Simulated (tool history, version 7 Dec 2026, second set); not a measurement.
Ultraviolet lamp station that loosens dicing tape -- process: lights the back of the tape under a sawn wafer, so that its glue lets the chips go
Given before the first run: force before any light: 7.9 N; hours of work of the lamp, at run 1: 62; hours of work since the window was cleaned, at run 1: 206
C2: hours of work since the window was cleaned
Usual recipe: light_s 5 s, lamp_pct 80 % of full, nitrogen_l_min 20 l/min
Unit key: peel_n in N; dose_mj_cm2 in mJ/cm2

Run 1, hour 0.0: usual settings; hours of work of the lamp 62; C2 206. Result: peel_n 0.369 N, dose_mj_cm2 448 mJ/cm2.
Run 2, hour 9.8: usual settings but light_s 4 s; hours of work of the lamp 67; C2 210. Result: peel_n 0.553 N, dose_mj_cm2 355 mJ/cm2.
Run 3, hour 16.9: usual settings; hours of work of the lamp 70; C2 213. Result: peel_n 0.389 N, dose_mj_cm2 443 mJ/cm2.
Run 4, hour 24.3: usual settings but light_s 6 s; hours of work of the lamp 73; C2 217. Result: peel_n 0.304 N, dose_mj_cm2 531 mJ/cm2.
Run 5, hour 32.8: usual settings but lamp_pct 96 % of full; hours of work of the lamp 77; C2 220. Result: peel_n 0.308 N, dose_mj_cm2 531 mJ/cm2.
Run 6, hour 39.0: usual settings but lamp_pct 96 % of full; hours of work of the lamp 80; C2 223. Result: peel_n 0.306 N, dose_mj_cm2 531 mJ/cm2.
Run 7, hour 48.7: usual settings but lamp_pct 96 % of full; hours of work of the lamp 84; C2 227. Result: peel_n 0.292 N, dose_mj_cm2 531 mJ/cm2.
Run 8, hour 54.2: usual settings but nitrogen_l_min 8 l/min; hours of work of the lamp 86; C2 230. Result: peel_n 0.644 N, dose_mj_cm2 439 mJ/cm2.
Run 9, hour 62.3: usual settings; hours of work of the lamp 90; C2 233. Result: peel_n 0.385 N, dose_mj_cm2 443 mJ/cm2.
Run 10, hour 69.7: usual settings; hours of work of the lamp 93; C2 237. Result: peel_n 0.395 N, dose_mj_cm2 436 mJ/cm2.
Run 11, hour 78.2: usual settings; hours of work of the lamp 97; C2 240. Result: peel_n 0.399 N, dose_mj_cm2 437 mJ/cm2.
Run 12, hour 84.6: usual settings but light_s 2 s; hours of work of the lamp 100; C2 243. Result: peel_n 1.863 N, dose_mj_cm2 176 mJ/cm2.
Run 13, hour 91.3: usual settings but light_s 2 s; hours of work of the lamp 103; C2 246. Result: peel_n 1.848 N, dose_mj_cm2 173 mJ/cm2.
Run 14, hour 97.6: usual settings but light_s 3 s; hours of work of the lamp 106; C2 249. Result: peel_n 0.997 N, dose_mj_cm2 263 mJ/cm2.
Run 15, hour 107.8: usual settings but light_s 3 s; hours of work of the lamp 110; C2 254. Result: peel_n 0.990 N, dose_mj_cm2 259 mJ/cm2.
Run 16, hour 119.1: usual settings but light_s 3 s; hours of work of the lamp 115; C2 259. Result: peel_n 1.040 N, dose_mj_cm2 257 mJ/cm2.
Run 17, hour 125.4: usual settings but light_s 2 s; hours of work of the lamp 118; C2 261. Result: peel_n 1.898 N, dose_mj_cm2 170 mJ/cm2.
Run 18, hour 133.2: usual settings but light_s 3 s; hours of work of the lamp 122; C2 265. Result: peel_n 1.015 N, dose_mj_cm2 259 mJ/cm2.
Run 19, hour 144.1: usual settings but lamp_pct 81 % of full; hours of work of the lamp 126; C2 270. Result: peel_n 0.396 N, dose_mj_cm2 437 mJ/cm2.
Run 20, hour 151.6: usual settings but light_s 6 s, nitrogen_l_min 18 l/min; hours of work of the lamp 130; C2 273. Result: peel_n 0.312 N, dose_mj_cm2 519 mJ/cm2.
Run 21, hour 157.4: usual settings but light_s 6 s, nitrogen_l_min 18 l/min; hours of work of the lamp 132; C2 276. Result: peel_n 0.309 N, dose_mj_cm2 515 mJ/cm2.
Run 22, hour 164.4: usual settings but light_s 7 s, nitrogen_l_min 15 l/min; hours of work of the lamp 135; C2 279. Result: peel_n 0.295 N, dose_mj_cm2 605 mJ/cm2.
Run 23, hour 175.2: usual settings but light_s 7 s, nitrogen_l_min 23 l/min; hours of work of the lamp 140; C2 284. Result: peel_n 0.259 N, dose_mj_cm2 600 mJ/cm2.
Run 24, hour 181.7: usual settings but light_s 3 s, lamp_pct 70 % of full; hours of work of the lamp 143; C2 286. Result: peel_n 1.280 N, dose_mj_cm2 223 mJ/cm2.
Run 25, hour 192.6: usual settings but light_s 9 s, lamp_pct 95 % of full; hours of work of the lamp 148; C2 291. Result: peel_n 0.228 N, dose_mj_cm2 906 mJ/cm2.
Run 26, hour 202.1: usual settings but light_s 3 s, lamp_pct 67 % of full, nitrogen_l_min 6 l/min; hours of work of the lamp 152; C2 296. Result: peel_n 2.411 N, dose_mj_cm2 214 mJ/cm2.
Run 27, hour 208.0: usual settings but light_s 6 s, lamp_pct 67 % of full, nitrogen_l_min 10 l/min; hours of work of the lamp 155; C2 298. Result: peel_n 0.608 N, dose_mj_cm2 428 mJ/cm2.
Run 28, hour 214.5: usual settings but light_s 3 s, lamp_pct 99 % of full, nitrogen_l_min 10 l/min; hours of work of the lamp 158; C2 301. Result: peel_n 1.074 N, dose_mj_cm2 313 mJ/cm2.
Run 29, hour 224.2: usual settings but light_s 3 s, lamp_pct 99 % of full, nitrogen_l_min 10 l/min; hours of work of the lamp 162; C2 305. Result: peel_n 1.059 N, dose_mj_cm2 313 mJ/cm2.
Run 30, hour 229.0: usual settings but lamp_pct 99 % of full, nitrogen_l_min 9 l/min; hours of work of the lamp 164; C2 307. Result: peel_n 0.459 N, dose_mj_cm2 516 mJ/cm2.
Run 31, hour 236.6: usual settings but lamp_pct 77 % of full, nitrogen_l_min 33 l/min; hours of work of the lamp 167; C2 311. Result: peel_n 0.359 N, dose_mj_cm2 406 mJ/cm2.
Run 32, hour 247.1: usual settings but light_s 10 s, lamp_pct 73 % of full; hours of work of the lamp 172; C2 315. Result: peel_n 0.216 N, dose_mj_cm2 763 mJ/cm2.
Run 33, hour 255.7: usual settings but light_s 8 s, lamp_pct 72 % of full, nitrogen_l_min 7 l/min; hours of work of the lamp 176; C2 319. Result: peel_n 0.388 N, dose_mj_cm2 598 mJ/cm2.

Here are 4 independent what-if runs from the current tool condition. What would each one return?
Run A, hour 261.8: usual settings but light_s 4 s, lamp_pct 69 % of full, nitrogen_l_min 7 l/min; hours of work of the lamp 179; C2 322. Result: peel_n ?, dose_mj_cm2 ?.
Run B, hour 261.8: usual settings but light_s 6 s, lamp_pct 60 % of full, nitrogen_l_min 6 l/min; hours of work of the lamp 179; C2 322. Result: peel_n ?, dose_mj_cm2 ?.
Run C, hour 261.8: usual settings but light_s 4 s, nitrogen_l_min 8 l/min; hours of work of the lamp 179; C2 322. Result: peel_n ?, dose_mj_cm2 ?.
Run D, hour 261.8: usual settings but nitrogen_l_min 9 l/min; hours of work of the lamp 179; C2 322. Result: peel_n ?, dose_mj_cm2 ?.

run  peel_n  dose_mj_cm2
  A   1.497          287
  B   1.095          376
  C   1.118          334
  D   0.686          414
Take away the tool's hidden state, keep each run's random variation, and the runs would have read:
run  peel_n  dose_mj_cm2
  A   1.174          334
  B   0.830          437
  C   0.850          388
  D   0.516          483
